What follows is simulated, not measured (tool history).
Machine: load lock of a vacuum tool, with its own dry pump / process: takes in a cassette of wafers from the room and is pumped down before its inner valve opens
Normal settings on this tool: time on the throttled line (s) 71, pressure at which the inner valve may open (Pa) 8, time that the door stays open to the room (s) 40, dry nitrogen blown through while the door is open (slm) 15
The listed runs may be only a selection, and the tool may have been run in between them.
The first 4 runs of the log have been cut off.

run	hour	time on the throttled line (s)	pressure at which the inner valve may open (Pa)	time that the door stays open to the room (s)	dry nitrogen blown through while the door is open (slm)	hours that the pump has run since its overhaul	times that the door has closed on its seal	incoming humidity of the room's air, %	time from the closed door until the inner valve may open (s)	rise of the pressure with all valves shut (Pa/min)
5	562.4	79	8	40	15	6989	11553	45.1	146.7	0.112
6	693.4	79	8	40	15	7120	11801	44.8	144.8	0.113
7	878.7	79	8	40	15	7305	12150	48.9	147.1	0.117
8	1001.2	71	8	40	15	7427	12382	45.1	140.2	0.119
9	1098.3	71	8	40	14	7524	12565	44.3	142.4	0.124
10	1213.6	71	6	40	15	7640	12782	44	145.7	0.122
11	1353.1	71	6	40	15	7779	13046	44.1	146.5	0.127
12	1536.3	71	6	158	15	7963	13392	48.9	144.9	0.163
13	1717.5	71	6	158	15	8144	13734	48.1	147.8	0.172
14	1865.3	71	6	158	15	8291	14012	41.9	146	0.161
15	1962	71	8	40	15	8388	14195	46.2	142.8	0.134
16	2094.7	71	8	40	15	8521	14445	46	143.7	0.147
17	2291.2	71	8	40	15	8717	14816	42.9	143.1	0.144
18	2383.2	122	8	40	15	8809	14990	46.7	178	0.156
19	2563.7	71	8	100	15	8990	15331	46.9	143.7	0.174
20	2763.9	91	10	40	15	9190	15709	44.5	154	0.158
21	2940.2	91	10	40	15	9366	16041	44.6	155.6	0.168
22	3090.4	71	6	30	14	9517	16325	44.8	147.2	0.163
23	3230.6	68	8	41	15	9657	16589	43.3	143	0.17
24	3395	68	8	41	15	9821	16900	46.2	141.9	0.181
25	3594.8	81	15	106	29	10021	17277	46.8	143.7	0.19

Expected results for the next run?
26	3725.2	81	15	106	29	10151	17523	42.5	?	?

{"run 26": {"time from the closed door until the inner valve may open (s)": 144.8, "rise of the pressure with all valves shut (Pa/min)": 0.196}}
Take away the tool's hidden state, keep the run-to-run variation as it was, and the same run would have given time from the closed door until the inner valve may open (s) 134.5, rise of the pressure with all valves shut (Pa/min) 0.038.

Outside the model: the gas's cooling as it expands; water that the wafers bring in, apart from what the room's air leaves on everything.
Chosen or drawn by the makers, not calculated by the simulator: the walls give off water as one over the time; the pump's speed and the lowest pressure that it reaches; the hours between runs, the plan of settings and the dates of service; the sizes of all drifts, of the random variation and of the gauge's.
